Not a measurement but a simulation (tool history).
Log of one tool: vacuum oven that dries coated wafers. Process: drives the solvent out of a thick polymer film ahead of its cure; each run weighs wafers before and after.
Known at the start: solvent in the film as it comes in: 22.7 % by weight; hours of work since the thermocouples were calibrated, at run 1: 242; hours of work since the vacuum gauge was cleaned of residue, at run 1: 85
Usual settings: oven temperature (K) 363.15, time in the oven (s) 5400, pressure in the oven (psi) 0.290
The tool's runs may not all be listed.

run	hour	oven temperature (K)	time in the oven (s)	pressure in the oven (psi)	hours of work since the thermocouples were calibrated	hours of work since the vacuum gauge was cleaned of residue	solvent left in the film (%)
1	0.0	363.15	5400	0.290	242	85	2.257
2	20.6	363.15	4560	0.290	255	98	2.937
3	31.4	363.15	5400	0.290	261	105	2.273
4	46.6	363.15	5400	0.290	271	114	2.258
5	57.6	363.15	5400	0.290	278	121	2.254
6	82.9	363.15	5400	0.290	294	137	2.263
7	96.5	363.15	5400	0.290	302	145	2.258
8	109.4	359.15	5400	0.290	310	154	3.029
9	136.1	359.15	5400	0.290	327	170	3.022
10	151.0	363.15	5400	0.268	336	180	2.189
11	170.5	363.15	5400	0.268	349	192	2.212
12	192.9	363.15	5400	0.268	363	206	2.198
13	219.0	363.15	3060	0.194	379	222	4.785
14	239.8	352.15	3840	0.706	392	235	8.111
15	265.8	363.15	5520	0.290	408	251	2.166
16	281.1	360.15	6780	0.290	418	261	2.011
17	292.4	360.15	6780	0.290	425	268	2.010
18	314.4	360.15	6780	0.290	439	282	2.006
19	341.0	360.15	6780	0.290	455	299	2.008

The next listed run, before its measurement:
20	367.5	363.15	5400	0.380	472	315	?

{"run 20": {"solvent left in the film (%)": 2.467}}
Without the tool's hidden state the same run would have given solvent left in the film (%) 2.515.

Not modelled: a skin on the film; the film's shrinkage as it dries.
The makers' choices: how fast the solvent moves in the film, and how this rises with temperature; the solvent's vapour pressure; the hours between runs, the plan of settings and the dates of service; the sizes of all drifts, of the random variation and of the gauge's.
